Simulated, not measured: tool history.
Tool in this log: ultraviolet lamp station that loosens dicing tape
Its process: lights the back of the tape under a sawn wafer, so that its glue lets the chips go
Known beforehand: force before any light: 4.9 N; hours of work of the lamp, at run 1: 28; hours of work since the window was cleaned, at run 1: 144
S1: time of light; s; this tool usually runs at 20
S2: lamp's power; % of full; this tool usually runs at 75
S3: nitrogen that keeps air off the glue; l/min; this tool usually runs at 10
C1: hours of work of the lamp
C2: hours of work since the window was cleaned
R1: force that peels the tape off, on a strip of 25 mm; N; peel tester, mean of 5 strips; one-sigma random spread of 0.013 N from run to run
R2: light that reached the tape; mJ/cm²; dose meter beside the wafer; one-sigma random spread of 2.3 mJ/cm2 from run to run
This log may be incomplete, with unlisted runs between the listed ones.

Run 1, hour 0: usual settings; C1 28; C2 144. Result: R1 0.623 N, R2 229 mJ/cm².
Run 2, hour 16.1: usual settings; C1 35; C2 151. Result: R1 0.622 N, R2 229 mJ/cm².
Run 3, hour 25.6: usual settings; C1 39; C2 155. Result: R1 0.643 N, R2 230 mJ/cm².
Run 4, hour 45.1: usual settings; C1 47; C2 163. Result: R1 0.643 N, R2 227 mJ/cm².
Run 5, hour 64.7: usual settings but S1 15 s; C1 55; C2 171. Result: R1 0.981 N, R2 168 mJ/cm².
Run 6, hour 76.9: usual settings but S1 15 s; C1 60; C2 177. Result: R1 0.976 N, R2 174 mJ/cm².
Run 7, hour 87.8: usual settings but S1 15 s; C1 65; C2 181. Result: R1 1.01 N, R2 170 mJ/cm².
Run 8, hour 102.6: usual settings but S1 15 s; C1 71; C2 187. Result: R1 0.981 N, R2 171 mJ/cm².
Run 9, hour 113.3: usual settings but S1 15 s; C1 75; C2 192. Result: R1 0.975 N, R2 170 mJ/cm².
Run 10, hour 123.7: usual settings but S1 14 s, S2 82 % of full, S3 8 l/min; C1 80; C2 196. Result: R1 1.049 N, R2 171 mJ/cm².
Run 11, hour 143.4: usual settings but S1 11 s, S2 66 % of full, S3 4 l/min; C1 88; C2 204. Result: R1 2.148 N, R2 109 mJ/cm².
Run 12, hour 152.3: usual settings but S1 17 s, S2 66 % of full, S3 3 l/min; C1 92; C2 208. Result: R1 1.505 N, R2 166 mJ/cm².
Run 13, hour 169.9: usual settings but S1 28 s, S2 81 % of full, S3 3 l/min; C1 99; C2 215. Result: R1 0.571 N, R2 329 mJ/cm².
Run 14, hour 179.1: usual settings but S1 35 s, S2 81 % of full, S3 3 l/min; C1 103; C2 219. Result: R1 0.409 N, R2 421 mJ/cm².
Run 15, hour 190.3: usual settings; C1 107; C2 224. Result: R1 0.64 N, R2 220 mJ/cm².
Run 16, hour 204.8: usual settings; C1 114; C2 230. Result: R1 0.653 N, R2 222 mJ/cm².
Run 17, hour 219.1: usual settings; C1 119; C2 236. Result: R1 0.669 N, R2 221 mJ/cm².

Some steps in R1, run to run, broken into two amounts with sign: the step expected even without the hidden condition (settings, incoming material, random variation), and the rest, left for the hidden condition together with whatever gauge scatter is not in both the measured and the hidden-condition-free result:
The tool's hidden condition here consists of: lamp's light, % of a new lamp's; light that the window lets through, % of a clean one's; drift of the gauge itself on peel_n, %; drift of the gauge itself on dose_mj_cm2, %.
Run 10 -> 11: S1 14 -> 11, S2 82 -> 66, S3 8 -> 4. R1 +1.099 N: hidden state +0.036, all else +1.063.
Run 12 -> 13: S1 17 -> 28, S2 66 -> 81. R1 -0.934 N: hidden state -0.066, all else -0.868.
